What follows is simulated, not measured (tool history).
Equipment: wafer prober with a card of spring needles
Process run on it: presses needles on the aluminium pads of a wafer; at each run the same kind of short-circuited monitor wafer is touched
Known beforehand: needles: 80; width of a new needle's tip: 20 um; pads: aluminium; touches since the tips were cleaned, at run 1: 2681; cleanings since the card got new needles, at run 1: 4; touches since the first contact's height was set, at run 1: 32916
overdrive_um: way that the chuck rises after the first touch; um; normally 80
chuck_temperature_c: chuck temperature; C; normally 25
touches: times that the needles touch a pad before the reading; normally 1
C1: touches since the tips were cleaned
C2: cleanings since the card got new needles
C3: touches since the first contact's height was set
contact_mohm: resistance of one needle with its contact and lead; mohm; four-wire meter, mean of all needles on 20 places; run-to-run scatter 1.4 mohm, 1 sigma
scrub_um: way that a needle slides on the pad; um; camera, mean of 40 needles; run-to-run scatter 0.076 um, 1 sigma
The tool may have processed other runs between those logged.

Run 1, day 0.000: usual settings; C1 2681; C2 4; C3 32916. Result: contact_mohm 132 mohm, scrub_um 20.66 um.
Run 2, day 0.533: usual settings but chuck_temperature_c 65 C; C1 7003; C2 4; C3 37238. Result: contact_mohm 140 mohm, scrub_um 20.56 um.
At day 0.629: tips cleaned on abrasive film.
Run 3, day 0.950: usual settings but chuck_temperature_c 65 C; C1 2613; C2 5; C3 40569. Result: contact_mohm 138 mohm, scrub_um 20.64 um.
At day 1.562: tips cleaned on abrasive film.
Run 4, day 1.571: usual settings but chuck_temperature_c 112 C; C1 84; C2 6; C3 45554. Result: contact_mohm 148 mohm, scrub_um 20.51 um.
Run 5, day 2.296: usual settings but chuck_temperature_c 112 C; C1 5951; C2 6; C3 51421. Result: contact_mohm 149 mohm, scrub_um 20.57 um.
At day 2.508: tips cleaned on abrasive film.
Run 6, day 2.888: usual settings but touches 3; C1 3072; C2 7; C3 56159. Result: contact_mohm 131 mohm, scrub_um 20.55 um.
At day 3.421: tips cleaned on abrasive film.
Run 7, day 3.779: usual settings but touches 3; C1 2900; C2 8; C3 63323. Result: contact_mohm 132 mohm, scrub_um 20.59 um.
At day 4.308: tips cleaned on abrasive film.
Run 8, day 4.346: usual settings but overdrive_um 61 um, chuck_temperature_c 51 C, touches 2; C1 302; C2 9; C3 67871. Result: contact_mohm 145 mohm, scrub_um 15.77 um.
Run 9, day 5.183: usual settings but overdrive_um 61 um, chuck_temperature_c 82 C; C1 7076; C2 9; C3 74645. Result: contact_mohm 153 mohm, scrub_um 15.62 um.
At day 5.262: tips cleaned on abrasive film.
Run 10, day 6.067: usual settings but overdrive_um 61 um, chuck_temperature_c 82 C; C1 6508; C2 10; C3 81771. Result: contact_mohm 152 mohm, scrub_um 15.74 um.
At day 6.188: tips cleaned on abrasive film.
Run 11, day 6.538: usual settings but overdrive_um 85 um; C1 2837; C2 11; C3 85518. Result: contact_mohm 130 mohm, scrub_um 21.99 um.
Run 12, day 7.054: usual settings but overdrive_um 90 um, chuck_temperature_c 106 C, touches 2; C1 7018; C2 11; C3 89699. Result: contact_mohm 144 mohm, scrub_um 23.19 um.
At day 7.150: tips cleaned on abrasive film.
Run 13, day 7.583: usual settings but overdrive_um 84 um, chuck_temperature_c 121 C; C1 3510; C2 12; C3 93952. Result: contact_mohm 148 mohm, scrub_um 21.65 um.

Branching from run 13: 3 alternative next runs. What would each branch give?
At day 8.054: tips cleaned on abrasive film.
Run A, day 8.354: usual settings but overdrive_um 68 um, chuck_temperature_c 98 C; C1 2415; C2 13; C3 100130. Result: contact_mohm ?, scrub_um ?.
At day 8.054: tips cleaned on abrasive film.
Run B, day 8.354: usual settings but chuck_temperature_c 37 C, touches 2; C1 2415; C2 13; C3 100130. Result: contact_mohm ?, scrub_um ?.
At day 8.054: tips cleaned on abrasive film.
Run C, day 8.354: usual settings but overdrive_um 90 um, chuck_temperature_c 38 C; C1 2415; C2 13; C3 100130. Result: contact_mohm ?, scrub_um ?.

run  contact_mohm  scrub_um
  A           149     17.59
  B           133     20.50
  C           129     23.33
Without the tool's unlogged condition, the same runs would have read:
run  contact_mohm  scrub_um
  A           149     17.59
  B           133     20.50
  C           128     23.33
